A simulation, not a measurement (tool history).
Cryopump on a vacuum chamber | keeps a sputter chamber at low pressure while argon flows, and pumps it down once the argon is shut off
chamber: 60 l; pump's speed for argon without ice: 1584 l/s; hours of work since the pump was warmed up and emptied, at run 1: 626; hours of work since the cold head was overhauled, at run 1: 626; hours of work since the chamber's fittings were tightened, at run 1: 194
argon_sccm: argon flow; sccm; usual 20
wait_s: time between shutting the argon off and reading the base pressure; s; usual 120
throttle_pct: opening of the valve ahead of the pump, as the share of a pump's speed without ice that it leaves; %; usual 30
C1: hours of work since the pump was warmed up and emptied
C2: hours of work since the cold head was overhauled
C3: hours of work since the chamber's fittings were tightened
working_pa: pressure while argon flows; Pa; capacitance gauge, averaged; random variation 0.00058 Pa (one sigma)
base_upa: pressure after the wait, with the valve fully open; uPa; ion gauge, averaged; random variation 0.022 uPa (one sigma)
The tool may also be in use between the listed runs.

run 1 hour=0.0 | argon_sccm=20 wait_s=120 throttle_pct=30 | C1=626 C2=626 C3=194 | working_pa=0.0800 base_upa=0.95
run 2 hour=45.3 | argon_sccm=20 wait_s=120 throttle_pct=30 | C1=647 C2=647 C3=214 | working_pa=0.0793 base_upa=0.94
run 3 hour=90.6 | argon_sccm=20 wait_s=120 throttle_pct=30 | C1=667 C2=667 C3=234 | working_pa=0.0792 base_upa=0.98
run 4 hour=127.0 | argon_sccm=20 wait_s=120 throttle_pct=30 | C1=683 C2=683 C3=251 | working_pa=0.0798 base_upa=1.02
run 5 hour=162.0 | argon_sccm=20 wait_s=120 throttle_pct=30 | C1=699 C2=699 C3=266 | working_pa=0.0808 base_upa=1.04
-- hour=177.2 pump warmed up, emptied and cooled again
run 6 hour=202.6 | argon_sccm=20 wait_s=120 throttle_pct=30 | C1=11 C2=715 C3=282 | working_pa=0.0718 base_upa=0.88
run 7 hour=249.2 | argon_sccm=20 wait_s=120 throttle_pct=30 | C1=32 C2=736 C3=303 | working_pa=0.0720 base_upa=0.90
run 8 hour=314.8 | argon_sccm=20 wait_s=120 throttle_pct=30 | C1=62 C2=765 C3=332 | working_pa=0.0722 base_upa=0.93
run 9 hour=359.3 | argon_sccm=9 wait_s=120 throttle_pct=30 | C1=81 C2=785 C3=352 | working_pa=0.0328 base_upa=0.95
run 10 hour=390.7 | argon_sccm=9 wait_s=120 throttle_pct=30 | C1=96 C2=799 C3=366 | working_pa=0.0327 base_upa=0.98
run 11 hour=421.6 | argon_sccm=20 wait_s=59 throttle_pct=30 | C1=109 C2=813 C3=380 | working_pa=0.0725 base_upa=1.39
run 12 hour=454.5 | argon_sccm=20 wait_s=120 throttle_pct=30 | C1=124 C2=827 C3=395 | working_pa=0.0740 base_upa=1.03
run 13 hour=512.3 | argon_sccm=20 wait_s=120 throttle_pct=36 | C1=150 C2=853 C3=421 | working_pa=0.0609 base_upa=1.03
run 14 hour=551.3 | argon_sccm=20 wait_s=120 throttle_pct=16 | C1=167 C2=871 C3=438 | working_pa=0.1359 base_upa=1.07
run 15 hour=583.9 | argon_sccm=20 wait_s=120 throttle_pct=16 | C1=182 C2=885 C3=453 | working_pa=0.1359 base_upa=1.08
run 16 hour=644.1 | argon_sccm=20 wait_s=120 throttle_pct=16 | C1=209 C2=912 C3=480 | working_pa=0.1353 base_upa=1.12
run 17 hour=692.0 | argon_sccm=20 wait_s=120 throttle_pct=20 | C1=230 C2=934 C3=501 | working_pa=0.1100 base_upa=1.17
run 18 hour=757.8 | argon_sccm=20 wait_s=108 throttle_pct=20 | C1=260 C2=963 C3=531 | working_pa=0.1110 base_upa=1.24
run 19 hour=794.8 | argon_sccm=20 wait_s=108 throttle_pct=20 | C1=276 C2=980 C3=547 | working_pa=0.1119 base_upa=1.26
run 20 hour=858.0 | argon_sccm=20 wait_s=89 throttle_pct=47 | C1=305 C2=1008 C3=575 | working_pa=0.0497 base_upa=1.43
run 21 hour=914.8 | argon_sccm=20 wait_s=89 throttle_pct=47 | C1=330 C2=1033 C3=601 | working_pa=0.0501 base_upa=1.46
run 22 hour=971.0 | argon_sccm=20 wait_s=120 throttle_pct=33 | C1=355 C2=1059 C3=626 | working_pa=0.0698 base_upa=1.36
run 23 hour=1023.3 | argon_sccm=20 wait_s=120 throttle_pct=33 | C1=378 C2=1082 C3=649 | working_pa=0.0688 base_upa=1.42
run 24 hour=1077.9 | argon_sccm=20 wait_s=120 throttle_pct=33 | C1=403 C2=1106 C3=674 | working_pa=0.0698 base_upa=1.45
run 25 hour=1121.3 | argon_sccm=24 wait_s=121 throttle_pct=37 | C1=422 C2=1126 C3=693 | working_pa=0.0757 base_upa=1.48

The next listed run, before its measurement:
run 26 hour=1186.6 | argon_sccm=19 wait_s=80 throttle_pct=30 | C1=452 C2=1155 C3=722 | working_pa=? base_upa=?

{"run 26": {"working_pa": 0.0732, "base_upa": 1.75}}
Without the tool's hidden state the same run would have given working_pa 0.0674 Pa, base_upa 0.80 uPa.
